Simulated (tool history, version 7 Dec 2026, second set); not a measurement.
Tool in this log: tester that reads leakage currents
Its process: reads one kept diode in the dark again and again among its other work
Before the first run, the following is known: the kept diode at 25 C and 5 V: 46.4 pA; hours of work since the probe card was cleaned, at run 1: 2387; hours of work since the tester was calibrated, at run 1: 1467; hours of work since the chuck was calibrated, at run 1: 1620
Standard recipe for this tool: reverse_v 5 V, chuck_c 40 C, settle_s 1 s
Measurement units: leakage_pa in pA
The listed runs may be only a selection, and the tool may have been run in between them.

| run | day | reverse_v | chuck_c | settle_s | hours of work since the probe card was cleaned | hours of work since the tester was calibrated | hours of work since the chuck was calibrated | leakage_pa |
|---|---|---|---|---|---|---|---|---|
| 1 | 0 | 5 | 40 | 1 | 2387 | 1467 | 1620 | 218.25 |
| 2 | 4.658 | 5 | 40 | 1 | 2437 | 1517 | 1670 | 218.71 |
| 3 | 11.529 | 5 | 40 | 1 | 2510 | 1590 | 1743 | 220.95 |
|  | 12.904 | chuck's temperature calibrated |
| 4 | 16 | 5 | 40 | 2.16 | 2557 | 1637 | 33 | 245.96 |
| 5 | 23.767 | 5 | 40 | 0.54 | 2640 | 1720 | 116 | 248.97 |
| 6 | 33.029 | 5 | 47 | 0.54 | 2739 | 1819 | 215 | 443.47 |
| 7 | 39.254 | 5 | 47 | 0.54 | 2806 | 1885 | 281 | 448.15 |
| 8 | 43.625 | 5 | 40 | 1 | 2852 | 1932 | 328 | 254.03 |
|  | 45.796 | probe card cleaned and baked |
| 9 | 49.383 | 5 | 40 | 1 | 38 | 1992 | 388 | 251.12 |

Predict the results of run 10:
| 10 | 59.788 | 1.48 | 33 | 1 | 149 | 2103 | 499 | ? |

Run 10 measured leakage_pa 79.44 pA.
On a tool with no hidden condition, and with the same random variation, this run would have come out at leakage_pa 56.01 pA.
